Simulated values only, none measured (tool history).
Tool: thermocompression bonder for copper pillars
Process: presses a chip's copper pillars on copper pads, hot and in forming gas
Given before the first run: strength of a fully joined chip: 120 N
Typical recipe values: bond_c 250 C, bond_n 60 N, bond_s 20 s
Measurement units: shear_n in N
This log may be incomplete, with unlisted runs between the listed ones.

run   hour  bond_c  bond_n  bond_s  shear_n
  1      0     250      60      20     63.9
  2   11.9     250      60      20     63.5
  3   28.7     250      60      20     64.4
  4     40     250      60      20     63.9
  5   52.7     238      60      20     56.2
  6   63.9     238      60      20     55.6
  7   70.7     245      65      20       64
  8   79.6     245      65      20     65.5
  9     89     245      65      20     65.1
 10     97     245      38      27     43.8
 11  105.5     245      38      27     44.2
 12  112.4     245      38      27     42.3

Same runs, no hidden state in the tool, same run-to-run variation:
Hidden state present: true temperature of the bond over the reading, C; force that reaches the chip, % of what is set; oxide that the forming gas leaves, % of the face; drift of the gauge itself on shear_n, %.
run  shear_n
  1     60.7
  2     60.4
  3     61.3
  4     60.8
  5     53.2
  6     52.6
  7     60.9
  8     62.3
  9     61.9
 10     41.2
 11     41.6
 12     39.7
